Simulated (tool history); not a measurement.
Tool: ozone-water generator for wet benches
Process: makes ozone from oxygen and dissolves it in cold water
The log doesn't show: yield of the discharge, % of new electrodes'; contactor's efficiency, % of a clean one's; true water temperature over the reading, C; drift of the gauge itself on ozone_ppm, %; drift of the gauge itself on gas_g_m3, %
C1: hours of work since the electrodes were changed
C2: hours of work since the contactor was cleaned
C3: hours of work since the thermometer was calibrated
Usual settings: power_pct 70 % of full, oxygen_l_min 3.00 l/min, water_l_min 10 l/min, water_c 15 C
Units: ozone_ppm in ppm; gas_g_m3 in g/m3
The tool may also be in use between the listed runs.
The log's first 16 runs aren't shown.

Run 17, hour 1040.9: usual settings but water_c 9 C; C1 1983; C2 4583; C3 2431. Result: ozone_ppm 29.4 ppm, gas_g_m3 250.8 g/m3.
Run 18, hour 1097.1: usual settings but power_pct 49 % of full, oxygen_l_min 2.22 l/min, water_l_min 11 l/min, water_c 8 C; C1 2018; C2 4618; C3 2466. Result: ozone_ppm 20.0 ppm, gas_g_m3 224.4 g/m3.
Run 19, hour 1203.3: usual settings but oxygen_l_min 2.51 l/min, water_c 8 C; C1 2085; C2 4685; C3 2533. Result: ozone_ppm 28.4 ppm, gas_g_m3 263.2 g/m3.
Run 20, hour 1283.2: usual settings but oxygen_l_min 2.51 l/min, water_c 8 C; C1 2135; C2 4735; C3 2583. Result: ozone_ppm 28.7 ppm, gas_g_m3 264.3 g/m3.
Run 21, hour 1379.0: usual settings but water_l_min 8 l/min; C1 2195; C2 4795; C3 2643. Result: ozone_ppm 33.2 ppm, gas_g_m3 248.1 g/m3.
Run 22, hour 1444.0: usual settings but power_pct 94 % of full, water_c 17 C; C1 2236; C2 4836; C3 2684. Result: ozone_ppm 30.9 ppm, gas_g_m3 293.4 g/m3.
Run 23, hour 1549.2: usual settings but power_pct 94 % of full, water_c 17 C; C1 2302; C2 4902; C3 2750. Result: ozone_ppm 30.7 ppm, gas_g_m3 291.9 g/m3.
Run 24, hour 1596.6: usual settings but oxygen_l_min 4.30 l/min, water_l_min 7 l/min, water_c 10 C; C1 2332; C2 4932; C3 2780. Result: ozone_ppm 42.6 ppm, gas_g_m3 220.1 g/m3.
Run 25, hour 1684.3: usual settings but power_pct 41 % of full, oxygen_l_min 1.92 l/min, water_l_min 7 l/min, water_c 14 C; C1 2387; C2 4987; C3 2835. Result: ozone_ppm 25.9 ppm, gas_g_m3 213.1 g/m3.
Run 26, hour 1785.3: usual settings but power_pct 41 % of full, oxygen_l_min 1.92 l/min, water_l_min 7 l/min, water_c 14 C; C1 2450; C2 5050; C3 2898. Result: ozone_ppm 26.0 ppm, gas_g_m3 214.1 g/m3.
Run 27, hour 1889.6: usual settings but power_pct 93 % of full, oxygen_l_min 2.27 l/min, water_l_min 8 l/min, water_c 18 C; C1 2515; C2 5115; C3 2964. Result: ozone_ppm 35.6 ppm, gas_g_m3 317.3 g/m3.
Run 28, hour 1952.5: usual settings but power_pct 46 % of full, oxygen_l_min 2.27 l/min, water_l_min 8 l/min, water_c 18 C; C1 2555; C2 5155; C3 3003. Result: ozone_ppm 24.1 ppm, gas_g_m3 216.2 g/m3.
Run 29, hour 2058.7: usual settings but water_c 22 C; C1 2621; C2 5222; C3 3070. Result: ozone_ppm 24.3 ppm, gas_g_m3 246.5 g/m3.

Forecast run 30:
Run 30, hour 2137.1: usual settings but oxygen_l_min 5.15 l/min, water_c 13 C; C1 2671; C2 5271; C3 3119. Result: ozone_ppm ?, gas_g_m3 ?.

{"run 30": {"ozone_ppm": 30.8, "gas_g_m3": 210.7}}
Without the tool's hidden state the same run would have given ozone_ppm 30.9 ppm, gas_g_m3 210.8 g/m3.
